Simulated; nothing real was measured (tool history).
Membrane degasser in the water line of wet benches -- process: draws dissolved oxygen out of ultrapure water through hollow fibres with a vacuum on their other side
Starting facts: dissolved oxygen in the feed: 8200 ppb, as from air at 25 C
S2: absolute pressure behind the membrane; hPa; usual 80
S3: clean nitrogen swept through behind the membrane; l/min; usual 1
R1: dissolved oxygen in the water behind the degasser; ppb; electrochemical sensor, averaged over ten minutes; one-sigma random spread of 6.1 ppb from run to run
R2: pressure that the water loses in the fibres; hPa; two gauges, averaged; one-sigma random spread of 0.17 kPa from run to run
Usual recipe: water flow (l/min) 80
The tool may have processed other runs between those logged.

{"run": 1, "hour": 0.0, "water flow (l/min)": 80, "S2": 80, "S3": 1, "R1": 764.9, "R2": 272.9}
{"run": 2, "hour": 124.4, "water flow (l/min)": 80, "S2": 80, "S3": 1, "R1": 765.7, "R2": 276.5}
{"run": 3, "hour": 185.1, "water flow (l/min)": 80, "S2": 80, "S3": 1, "R1": 776.4, "R2": 276.3}
{"run": 4, "hour": 291.2, "water flow (l/min)": 80, "S2": 80, "S3": 1, "R1": 773, "R2": 277.9}
{"run": 5, "hour": 393.8, "water flow (l/min)": 80, "S2": 80, "S3": 1, "R1": 781.6, "R2": 275}
{"run": 6, "hour": 464.4, "water flow (l/min)": 80, "S2": 73.5, "S3": 1, "R1": 695.3, "R2": 278.5}
{"run": 7, "hour": 599.3, "water flow (l/min)": 52, "S2": 73.5, "S3": 1, "R1": 435.7, "R2": 181.7}
{"run": 8, "hour": 721.4, "water flow (l/min)": 80, "S2": 80, "S3": 0.61, "R1": 982.2, "R2": 275.3}
{"run": 9, "hour": 819.0, "water flow (l/min)": 80, "S2": 80, "S3": 0.61, "R1": 978, "R2": 275.5}
{"run": 10, "hour": 882.6, "water flow (l/min)": 80, "S2": 80, "S3": 0.61, "R1": 980.4, "R2": 278.3}
{"run": 11, "hour": 1020.9, "water flow (l/min)": 99, "S2": 68.5, "S3": 0.89, "R1": 868.4, "R2": 343.9}
{"run": 12, "hour": 1164.3, "water flow (l/min)": 60, "S2": 156.8, "S3": 1, "R1": 1271, "R2": 210.6}
{"run": 13, "hour": 1241.7, "water flow (l/min)": 70, "S2": 58.6, "S3": 0.54, "R1": 580.9, "R2": 244.7}
{"run": 14, "hour": 1353.3, "water flow (l/min)": 50, "S2": 87, "S3": 0.51, "R1": 824, "R2": 173.6}
{"run": 15, "hour": 1438.6, "water flow (l/min)": 80, "S2": 49.8, "S3": 1.4, "R1": 378.2, "R2": 280.7}
{"run": 16, "hour": 1547.3, "water flow (l/min)": 80, "S2": 115, "S3": 1.4, "R1": 981.6, "R2": 279.1}
{"run": 17, "hour": 1661.3, "water flow (l/min)": 113, "S2": 80, "S3": 1, "R1": 1151.8, "R2": 397.2}
{"run": 18, "hour": 1764.4, "water flow (l/min)": 113, "S2": 65.3, "S3": 1.31, "R1": 851.9, "R2": 394.9}
{"run": 19, "hour": 1908.9, "water flow (l/min)": 53, "S2": 80, "S3": 1, "R1": 507.4, "R2": 185.4}

How would selected steps in R1 from run to run divide? Give the signed amount a tool lacking its hidden state would still show from settings, what came in and random variation, and the signed amount left for the hidden state, including any gauge scatter that is not in both of the compared results.
The hidden state here: membrane still open, %; true pressure behind the membrane over the reading, kPa; air that leaks in behind the membrane, l/min; drift of the gauge itself on oxygen_ppb, %; drift of the gauge itself on loss_of_pressure_kpa, %.
Run 12 -> 13: water flow (l/min) 60 -> 70, S2 156.8 -> 58.6, S3 1 -> 0.54. R1 -690.1 ppb: hidden state +5.9, all else -696.
Run 18 -> 19: water flow (l/min) 113 -> 53, S2 65.3 -> 80, S3 1.31 -> 1. R1 -344.5 ppb: hidden state -30.2, all else -314.3.
